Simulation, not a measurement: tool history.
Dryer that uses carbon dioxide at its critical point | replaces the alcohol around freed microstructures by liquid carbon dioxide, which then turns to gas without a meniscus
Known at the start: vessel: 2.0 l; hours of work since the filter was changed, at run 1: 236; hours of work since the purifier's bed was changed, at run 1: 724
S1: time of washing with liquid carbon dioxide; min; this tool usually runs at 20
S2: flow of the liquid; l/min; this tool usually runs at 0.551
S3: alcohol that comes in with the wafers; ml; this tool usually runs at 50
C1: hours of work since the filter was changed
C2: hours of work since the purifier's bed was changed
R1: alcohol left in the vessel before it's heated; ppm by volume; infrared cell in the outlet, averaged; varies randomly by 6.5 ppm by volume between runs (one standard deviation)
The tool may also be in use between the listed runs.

{"run": 1, "hour": 0.0, "S1": 20, "S2": 0.551, "S3": 50, "C1": 236, "C2": 724, "R1": 472}
{"run": 2, "hour": 22.8, "S1": 20, "S2": 0.89, "S3": 50, "C1": 249, "C2": 738, "R1": 174}
{"run": 3, "hour": 47.4, "S1": 20, "S2": 0.551, "S3": 36, "C1": 263, "C2": 752, "R1": 414}
{"run": 4, "hour": 65.3, "S1": 20, "S2": 0.551, "S3": 36, "C1": 274, "C2": 762, "R1": 411}
{"run": 5, "hour": 80.0, "S1": 20, "S2": 0.551, "S3": 50, "C1": 282, "C2": 770, "R1": 501}
{"run": 6, "hour": 98.0, "S1": 20, "S2": 0.866, "S3": 50, "C1": 292, "C2": 781, "R1": 168}
{"run": 7, "hour": 115.4, "S1": 20, "S2": 0.866, "S3": 50, "C1": 302, "C2": 791, "R1": 180}
{"run": 8, "hour": 140.8, "S1": 20, "S2": 0.866, "S3": 85, "C1": 317, "C2": 805, "R1": 200}
{"run": 9, "hour": 167.5, "S1": 20, "S2": 0.866, "S3": 85, "C1": 332, "C2": 821, "R1": 198}
{"run": 10, "hour": 198.2, "S1": 20, "S2": 0.866, "S3": 85, "C1": 350, "C2": 838, "R1": 216}
{"run": 11, "hour": 216.5, "S1": 20, "S2": 0.551, "S3": 50, "C1": 361, "C2": 849, "R1": 560}
{"run": 12, "hour": 233.6, "S1": 15, "S2": 0.551, "S3": 50, "C1": 370, "C2": 859, "R1": 1261}
{"run": 13, "hour": 250.3, "S1": 20, "S2": 0.551, "S3": 50, "C1": 380, "C2": 868, "R1": 541}
{"run": 14, "hour": 275.4, "S1": 32, "S2": 0.644, "S3": 45, "C1": 394, "C2": 883, "R1": 174}
{"run": 15, "hour": 291.2, "S1": 20, "S2": 0.34, "S3": 26, "C1": 403, "C2": 892, "R1": 1290}
{"run": 16, "hour": 311.8, "S1": 20, "S2": 0.34, "S3": 26, "C1": 415, "C2": 904, "R1": 1271}
{"run": 17, "hour": 338.1, "S1": 15, "S2": 0.42, "S3": 52, "C1": 430, "C2": 919, "R1": 2709}
{"run": 18, "hour": 369.9, "S1": 15, "S2": 0.42, "S3": 52, "C1": 449, "C2": 937, "R1": 2688}
{"run": 19, "hour": 393.0, "S1": 15, "S2": 0.42, "S3": 52, "C1": 462, "C2": 950, "R1": 2869}
{"run": 20, "hour": 418.8, "S1": 19, "S2": 0.462, "S3": 90, "C1": 477, "C2": 965, "R1": 1999}
{"hour": 437.1, "done": "inlet filter changed"}
{"run": 21, "hour": 448.8, "S1": 16, "S2": 0.875, "S3": 26, "C1": 7, "C2": 982, "R1": 225}
{"run": 22, "hour": 462.4, "S1": 13, "S2": 0.634, "S3": 32, "C1": 15, "C2": 990, "R1": 731}
{"run": 23, "hour": 484.8, "S1": 16, "S2": 0.482, "S3": 50, "C1": 27, "C2": 1003, "R1": 1296}
{"run": 24, "hour": 500.8, "S1": 16, "S2": 0.482, "S3": 50, "C1": 37, "C2": 1012, "R1": 1331}
{"run": 25, "hour": 523.4, "S1": 17, "S2": 0.714, "S3": 37, "C1": 50, "C2": 1025, "R1": 314}

Branching from run 25: 4 alternative next runs. What would each branch give?
{"run": "A", "hour": 549.0, "S1": 20, "S2": 0.747, "S3": 50, "C1": 64, "C2": 1040, "R1": "?"}
{"run": "B", "hour": 549.0, "S1": 17, "S2": 0.675, "S3": 38, "C1": 64, "C2": 1040, "R1": "?"}
{"run": "C", "hour": 549.0, "S1": 30, "S2": 0.665, "S3": 50, "C1": 64, "C2": 1040, "R1": "?"}
{"run": "D", "hour": 549.0, "S1": 17, "S2": 0.774, "S3": 70, "C1": 64, "C2": 1040, "R1": "?"}

run=A R1=253
run=B R1=361
run=C R1=218
run=D R1=350
With the hidden condition removed and each run's random variation left untouched, the same runs would have given:
run=A R1=54
run=B R1=155
run=C R1=20
run=D R1=143

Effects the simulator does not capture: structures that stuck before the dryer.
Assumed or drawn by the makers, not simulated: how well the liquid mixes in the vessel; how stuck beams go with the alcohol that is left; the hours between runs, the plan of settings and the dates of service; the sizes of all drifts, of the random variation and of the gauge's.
